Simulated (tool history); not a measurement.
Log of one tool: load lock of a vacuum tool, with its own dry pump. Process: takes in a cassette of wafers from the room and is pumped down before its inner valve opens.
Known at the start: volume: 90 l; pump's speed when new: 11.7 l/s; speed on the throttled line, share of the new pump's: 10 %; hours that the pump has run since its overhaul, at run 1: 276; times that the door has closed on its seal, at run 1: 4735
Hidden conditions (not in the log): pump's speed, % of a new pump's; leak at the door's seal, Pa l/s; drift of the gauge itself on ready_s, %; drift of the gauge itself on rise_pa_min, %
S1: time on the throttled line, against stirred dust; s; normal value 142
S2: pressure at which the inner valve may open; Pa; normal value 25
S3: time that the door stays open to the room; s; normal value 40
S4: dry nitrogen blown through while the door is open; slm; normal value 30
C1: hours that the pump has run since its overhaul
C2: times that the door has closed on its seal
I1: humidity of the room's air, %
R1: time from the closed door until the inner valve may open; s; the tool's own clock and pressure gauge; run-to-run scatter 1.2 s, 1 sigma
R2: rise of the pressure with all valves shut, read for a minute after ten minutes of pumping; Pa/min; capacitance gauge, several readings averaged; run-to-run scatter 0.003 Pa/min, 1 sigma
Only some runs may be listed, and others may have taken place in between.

{"run": 1, "hour": 0.0, "S1": 142, "S2": 25, "S3": 40, "S4": 30, "C1": 276, "C2": 4735, "I1": 45.9, "R1": 192.8, "R2": 0.041}
{"run": 2, "hour": 135.5, "S1": 142, "S2": 25, "S3": 40, "S4": 30, "C1": 412, "C2": 5186, "I1": 43.5, "R1": 190.0, "R2": 0.045}
{"run": 3, "hour": 255.9, "S1": 142, "S2": 25, "S3": 40, "S4": 30, "C1": 532, "C2": 5588, "I1": 43.6, "R1": 191.1, "R2": 0.045}
{"run": 4, "hour": 411.4, "S1": 142, "S2": 25, "S3": 40, "S4": 30, "C1": 688, "C2": 6107, "I1": 44.5, "R1": 191.2, "R2": 0.051}
{"run": 5, "hour": 552.8, "S1": 142, "S2": 25, "S3": 40, "S4": 12, "C1": 829, "C2": 6578, "I1": 43.4, "R1": 191.1, "R2": 0.055}
{"run": 6, "hour": 673.1, "S1": 142, "S2": 25, "S3": 40, "S4": 30, "C1": 950, "C2": 6980, "I1": 49.4, "R1": 190.4, "R2": 0.058}
{"run": 7, "hour": 802.3, "S1": 142, "S2": 25, "S3": 40, "S4": 30, "C1": 1079, "C2": 7410, "I1": 44.7, "R1": 191.9, "R2": 0.056}
{"run": 8, "hour": 894.2, "S1": 142, "S2": 25, "S3": 28, "S4": 30, "C1": 1171, "C2": 7717, "I1": 44.2, "R1": 191.0, "R2": 0.061}
{"run": 9, "hour": 1034.3, "S1": 273, "S2": 25, "S3": 40, "S4": 30, "C1": 1311, "C2": 8184, "I1": 47.5, "R1": 308.6, "R2": 0.063}

Forecast run 10:
{"run": 10, "hour": 1106.8, "S1": 189, "S2": 48, "S3": 40, "S4": 30, "C1": 1383, "C2": 8426, "I1": 47.3, "R1": "?", "R2": "?"}

R1: 227.8 s
R2: 0.061 Pa/min
With no hidden state in the tool, this same run would have given R1 227.4 s, R2 0.014 Pa/min.

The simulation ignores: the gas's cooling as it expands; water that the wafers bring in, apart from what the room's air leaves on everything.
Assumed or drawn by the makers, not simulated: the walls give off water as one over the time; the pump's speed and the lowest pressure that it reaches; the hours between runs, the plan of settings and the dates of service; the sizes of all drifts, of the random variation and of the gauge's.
